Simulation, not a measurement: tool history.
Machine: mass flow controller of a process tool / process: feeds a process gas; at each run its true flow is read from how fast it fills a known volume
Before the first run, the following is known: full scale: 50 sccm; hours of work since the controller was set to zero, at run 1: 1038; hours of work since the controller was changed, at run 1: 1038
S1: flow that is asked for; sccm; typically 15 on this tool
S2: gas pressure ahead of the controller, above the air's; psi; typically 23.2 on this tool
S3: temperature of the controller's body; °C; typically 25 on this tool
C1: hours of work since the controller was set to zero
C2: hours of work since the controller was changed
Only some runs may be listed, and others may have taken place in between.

run 1 hour=0.0 | S1=15 S2=23.2 S3=25 | C1=1038 C2=1038 | true_flow_(%)=99.05
run 2 hour=194.2 | S1=15 S2=23.2 S3=25 | C1=1100 C2=1100 | true_flow_(%)=99.00
run 3 hour=474.6 | S1=15 S2=23.2 S3=25 | C1=1189 C2=1189 | true_flow_(%)=98.96
run 4 hour=681.3 | S1=15 S2=23.2 S3=25 | C1=1255 C2=1255 | true_flow_(%)=98.91
run 5 hour=958.8 | S1=15 S2=23.2 S3=25 | C1=1343 C2=1343 | true_flow_(%)=98.96
run 6 hour=1111.4 | S1=15 S2=23.2 S3=25 | C1=1392 C2=1392 | true_flow_(%)=98.83
run 7 hour=1459.3 | S1=15 S2=23.2 S3=25 | C1=1503 C2=1503 | true_flow_(%)=98.91
run 8 hour=1686.0 | S1=15 S2=23.2 S3=25 | C1=1575 C2=1575 | true_flow_(%)=98.75
run 9 hour=2028.0 | S1=15 S2=23.2 S3=25 | C1=1684 C2=1684 | true_flow_(%)=98.64
run 10 hour=2366.1 | S1=15 S2=22.9 S3=25 | C1=1792 C2=1792 | true_flow_(%)=98.72
run 11 hour=2632.8 | S1=15 S2=22.9 S3=25 | C1=1877 C2=1877 | true_flow_(%)=98.63
run 12 hour=2837.1 | S1=15 S2=22.9 S3=37 | C1=1942 C2=1942 | true_flow_(%)=97.83
run 13 hour=3141.1 | S1=15 S2=22.9 S3=37 | C1=2039 C2=2039 | true_flow_(%)=97.75
run 14 hour=3492.2 | S1=15 S2=22.9 S3=37 | C1=2151 C2=2151 | true_flow_(%)=97.81
-- hour=3512.7 controller's zero set anew
run 15 hour=3686.6 | S1=15 S2=22.9 S3=37 | C1=55 C2=2212 | true_flow_(%)=96.65
run 16 hour=4025.6 | S1=15 S2=22.9 S3=37 | C1=163 C2=2321 | true_flow_(%)=96.53
-- hour=4171.6 controller's zero set anew, once more
run 17 hour=4342.0 | S1=15 S2=20.6 S3=25 | C1=54 C2=2421 | true_flow_(%)=100.02
run 18 hour=4665.2 | S1=15 S2=23.2 S3=25 | C1=157 C2=2524 | true_flow_(%)=100.10
run 19 hour=4899.0 | S1=10 S2=23.2 S3=25 | C1=232 C2=2599 | true_flow_(%)=100.07
run 20 hour=5120.2 | S1=5 S2=23.2 S3=25 | C1=302 C2=2669 | true_flow_(%)=99.69
run 21 hour=5351.1 | S1=5 S2=29.4 S3=25 | C1=376 C2=2743 | true_flow_(%)=99.70
run 22 hour=5517.1 | S1=15 S2=28.1 S3=25 | C1=429 C2=2796 | true_flow_(%)=100.29
run 23 hour=5756.2 | S1=15 S2=28.1 S3=25 | C1=505 C2=2872 | true_flow_(%)=100.24
run 24 hour=5986.4 | S1=15 S2=28.1 S3=25 | C1=578 C2=2945 | true_flow_(%)=100.06
run 25 hour=6267.0 | S1=15 S2=28.1 S3=21 | C1=668 C2=3035 | true_flow_(%)=100.47
run 26 hour=6460.1 | S1=15 S2=34.4 S3=23 | C1=729 C2=3096 | true_flow_(%)=100.57
run 27 hour=6626.9 | S1=15 S2=34.4 S3=23 | C1=782 C2=3149 | true_flow_(%)=100.52
run 28 hour=6815.0 | S1=15 S2=34.4 S3=23 | C1=842 C2=3209 | true_flow_(%)=100.54
run 29 hour=7019.8 | S1=15 S2=22.6 S3=25 | C1=908 C2=3275 | true_flow_(%)=99.88
run 30 hour=7254.9 | S1=16 S2=31.5 S3=24 | C1=983 C2=3349 | true_flow_(%)=100.39
run 31 hour=7495.6 | S1=5 S2=32.3 S3=28 | C1=1059 C2=3426 | true_flow_(%)=98.49
run 32 hour=7685.0 | S1=5 S2=32.3 S3=28 | C1=1120 C2=3487 | true_flow_(%)=98.34
run 33 hour=7955.0 | S1=31 S2=21.2 S3=29 | C1=1206 C2=3573 | true_flow_(%)=99.83
run 34 hour=8122.6 | S1=11 S2=34.8 S3=22 | C1=1259 C2=3626 | true_flow_(%)=100.22
run 35 hour=8398.8 | S1=11 S2=34.8 S3=22 | C1=1347 C2=3714 | true_flow_(%)=100.01
run 36 hour=8636.6 | S1=11 S2=34.8 S3=22 | C1=1423 C2=3790 | true_flow_(%)=100.06
run 37 hour=8969.4 | S1=11 S2=34.8 S3=22 | C1=1529 C2=3896 | true_flow_(%)=99.96
run 38 hour=9249.1 | S1=11 S2=34.8 S3=22 | C1=1618 C2=3985 | true_flow_(%)=99.85
run 39 hour=9555.4 | S1=15 S2=26.4 S3=25 | C1=1716 C2=4083 | true_flow_(%)=99.74
run 40 hour=9902.5 | S1=13 S2=22.0 S3=21 | C1=1826 C2=4193 | true_flow_(%)=99.51
run 41 hour=10184.0 | S1=42 S2=23.2 S3=33 | C1=1916 C2=4283 | true_flow_(%)=100.03
run 42 hour=10372.4 | S1=6 S2=27.1 S3=21 | C1=1976 C2=4343 | true_flow_(%)=97.66
run 43 hour=10641.2 | S1=6 S2=27.1 S3=21 | C1=2062 C2=4429 | true_flow_(%)=97.59
run 44 hour=10835.7 | S1=11 S2=31.9 S3=30 | C1=2124 C2=4491 | true_flow_(%)=98.80
run 45 hour=11176.4 | S1=11 S2=31.9 S3=30 | C1=2232 C2=4599 | true_flow_(%)=98.83
run 46 hour=11379.3 | S1=28 S2=31.9 S3=30 | C1=2297 C2=4664 | true_flow_(%)=100.25
run 47 hour=11633.1 | S1=18 S2=28.4 S3=21 | C1=2378 C2=4745 | true_flow_(%)=99.94
run 48 hour=11823.7 | S1=31 S2=23.8 S3=21 | C1=2439 C2=4805 | true_flow_(%)=100.51

How would selected steps in true flow (%) from run to run divide? Give the signed amount a tool lacking its hidden state would still show from settings, what came in and random variation, and the signed amount left for the hidden state, including any gauge scatter that is not in both of the compared results.
The tool's hidden condition here consists of: flow at rest that the sensor doesn't see, % of full scale; true flow over the shown one, %; drift of the gauge itself on true_pct, %.
Run 16 -> 17: S2 22.9 -> 20.6, S3 37 -> 25, controller's zero set anew, once more. true flow (%) +3.49: hidden state +2.71, all else +0.78.
Run 30 -> 31: S1 16 -> 5, S2 31.5 -> 32.3, S3 24 -> 28. true flow (%) -1.90: hidden state -1.61, all else -0.29.
Run 32 -> 33: S1 5 -> 31, S2 32.3 -> 21.2, S3 28 -> 29. true flow (%) +1.49: hidden state +2.02, all else -0.53.
Run 41 -> 42: S1 42 -> 6, S2 23.2 -> 27.1, S3 33 -> 21. true flow (%) -2.37: hidden state -3.03, all else +0.66.
